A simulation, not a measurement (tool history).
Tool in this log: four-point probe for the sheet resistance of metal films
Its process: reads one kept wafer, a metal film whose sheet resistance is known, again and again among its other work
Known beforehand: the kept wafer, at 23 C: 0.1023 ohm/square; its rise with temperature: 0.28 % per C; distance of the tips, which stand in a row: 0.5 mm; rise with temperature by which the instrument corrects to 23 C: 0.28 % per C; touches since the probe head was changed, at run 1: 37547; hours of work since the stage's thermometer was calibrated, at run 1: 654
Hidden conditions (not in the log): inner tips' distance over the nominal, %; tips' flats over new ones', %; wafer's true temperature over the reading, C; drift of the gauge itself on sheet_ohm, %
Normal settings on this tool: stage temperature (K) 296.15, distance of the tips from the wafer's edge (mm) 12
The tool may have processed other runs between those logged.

run,day,stage temperature (K),distance of the tips from the wafer's edge (mm),touches since the probe head was changed,hours of work since the stage's thermometer was calibrated,sheet resistance as the instrument gives it (ohm/square)
1,0.000,296.15,12,37547,654,0.102921
2,1.638,302.15,12,39612,679,0.102936
3,2.696,302.15,12,40947,696,0.102993
4,5.033,302.15,12,43896,732,0.102992
5,6.554,300.15,12,45817,756,0.103015
6,7.642,300.15,12,47188,772,0.103020
7,9.067,296.15,12,48985,794,0.103036
8,10.762,296.15,12,51126,821,0.103093
9,12.283,296.15,12,53048,844,0.103081
10,13.308,296.15,12,54340,860,0.103124
11,14.333,300.15,12,55631,876,0.103165
12,15.729,296.15,12,57394,898,0.103140
13,16.938,296.15,12,58918,917,0.103176
14,19.158,296.15,4,61719,951,0.103959
15,20.825,296.15,4,63825,977,0.104004
16,23.025,304.15,4,66601,1011,0.104071
17,25.008,303.15,12,69104,1042,0.103323
18,26.725,303.15,9,71268,1068,0.103423
19,28.650,296.15,12,73698,1098,0.103347
20,29.871,308.15,12,75234,1117,0.103451
# day 32.250: new probe head fitted
21,32.254,296.15,12,2,1153,0.102130
22,33.804,296.15,12,1960,1177,0.102152
# day 33.925: stage's thermometer calibrated
23,35.858,296.15,12,4527,30,0.102117
24,37.888,300.15,12,7087,61,0.102153
25,39.854,297.15,10,9568,92,0.102178
# day 41.050: stage's thermometer calibrated, once more
26,42.017,298.15,11,12271,15,0.102420
27,43.321,303.15,4,13917,35,0.103169
28,44.767,291.15,3,15737,58,0.103840
29,46.275,293.15,65,17640,81,0.102343
30,48.308,294.15,64,20208,113,0.102385
31,50.292,294.15,64,22712,143,0.102430
32,52.250,291.15,11,25179,174,0.102539
33,53.575,301.15,21,26856,194,0.102530
34,54.625,295.15,74,28179,211,0.102522
35,56.279,305.15,36,30263,236,0.102587
36,57.525,300.15,16,31835,255,0.102639
37,59.925,300.15,16,34865,293,0.102655
38,62.246,292.15,12,37793,329,0.102685
39,64.442,299.15,7,40564,363,0.102942
40,66.454,299.15,53,43106,394,0.102697
41,68.471,299.15,53,45649,425,0.102756
42,69.917,307.15,5,47472,448,0.103316
43,71.888,303.15,5,49959,478,0.103357
44,74.083,294.15,4,52729,512,0.103648
45,76.396,294.15,4,55647,548,0.103683

Pick out some run-to-run changes in sheet resistance as the instrument gives it (ohm/square). Of each, how much would a tool without hidden state show as well, from the settings, what came in and chance, and how much is left for the hidden state and any gauge scatter not in both results compared?
Run 13 -> 14: distance of the tips from the wafer's edge (mm) 12 -> 4. sheet resistance as the instrument gives it (ohm/square) +0.000783: hidden state +0.000045, all else +0.000738.
Run 20 -> 21: stage temperature (K) 308.15 -> 296.15, new probe head fitted. sheet resistance as the instrument gives it (ohm/square) -0.001321: hidden state -0.001276, all else -0.000045.
Run 25 -> 26: stage temperature (K) 297.15 -> 298.15, distance of the tips from the wafer's edge (mm) 10 -> 11, stage's thermometer calibrated, once more. sheet resistance as the instrument gives it (ohm/square) +0.000242: hidden state +0.000236, all else +0.000006.
Run 28 -> 29: stage temperature (K) 291.15 -> 293.15, distance of the tips from the wafer's edge (mm) 3 -> 65. sheet resistance as the instrument gives it (ohm/square) -0.001497: hidden state +0.000023, all else -0.001520.

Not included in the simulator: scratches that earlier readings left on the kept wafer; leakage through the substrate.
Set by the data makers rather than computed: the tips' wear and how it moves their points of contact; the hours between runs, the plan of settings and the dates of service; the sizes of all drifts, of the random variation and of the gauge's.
